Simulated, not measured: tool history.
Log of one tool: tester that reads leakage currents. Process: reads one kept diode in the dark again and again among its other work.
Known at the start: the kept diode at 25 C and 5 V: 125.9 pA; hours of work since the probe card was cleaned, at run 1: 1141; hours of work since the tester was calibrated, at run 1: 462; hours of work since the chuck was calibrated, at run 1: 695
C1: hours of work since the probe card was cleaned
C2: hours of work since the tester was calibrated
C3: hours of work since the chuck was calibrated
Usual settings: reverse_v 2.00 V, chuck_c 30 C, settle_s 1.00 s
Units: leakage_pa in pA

{"run": 1, "hour": 0.0, "reverse_v": 2.0, "chuck_c": 30, "settle_s": 1.0, "C1": 1141, "C2": 462, "C3": 695, "leakage_pa": 106.05}
{"run": 2, "hour": 79.1, "reverse_v": 2.0, "chuck_c": 30, "settle_s": 1.0, "C1": 1184, "C2": 505, "C3": 738, "leakage_pa": 105.64}
{"run": 3, "hour": 139.6, "reverse_v": 2.0, "chuck_c": 30, "settle_s": 1.0, "C1": 1217, "C2": 538, "C3": 771, "leakage_pa": 105.81}
{"run": 4, "hour": 203.9, "reverse_v": 2.0, "chuck_c": 30, "settle_s": 1.0, "C1": 1252, "C2": 573, "C3": 806, "leakage_pa": 105.01}
{"run": 5, "hour": 254.1, "reverse_v": 2.09, "chuck_c": 30, "settle_s": 1.0, "C1": 1279, "C2": 601, "C3": 833, "leakage_pa": 107.86}
{"run": 6, "hour": 338.4, "reverse_v": 3.33, "chuck_c": 54, "settle_s": 0.79, "C1": 1325, "C2": 646, "C3": 879, "leakage_pa": 786.65}
{"run": 7, "hour": 427.9, "reverse_v": 3.33, "chuck_c": 54, "settle_s": 0.79, "C1": 1374, "C2": 695, "C3": 927, "leakage_pa": 782.7}
{"hour": 439.1, "done": "tester calibrated"}
{"run": 8, "hour": 474.7, "reverse_v": 1.05, "chuck_c": 36, "settle_s": 0.79, "C1": 1398, "C2": 19, "C3": 952, "leakage_pa": 112.94}
{"run": 9, "hour": 549.7, "reverse_v": 3.12, "chuck_c": 49, "settle_s": 9.85, "C1": 1439, "C2": 60, "C3": 993, "leakage_pa": 537.02}

Forecast run 10:
{"run": 10, "hour": 628.3, "reverse_v": 13.64, "chuck_c": 28, "settle_s": 1.0, "C1": 1482, "C2": 103, "C3": 1035, "leakage_pa": "?"}

leakage_pa: 274.46 pA
Without the tool's hidden state the same run would have given leakage_pa 285.98 pA.

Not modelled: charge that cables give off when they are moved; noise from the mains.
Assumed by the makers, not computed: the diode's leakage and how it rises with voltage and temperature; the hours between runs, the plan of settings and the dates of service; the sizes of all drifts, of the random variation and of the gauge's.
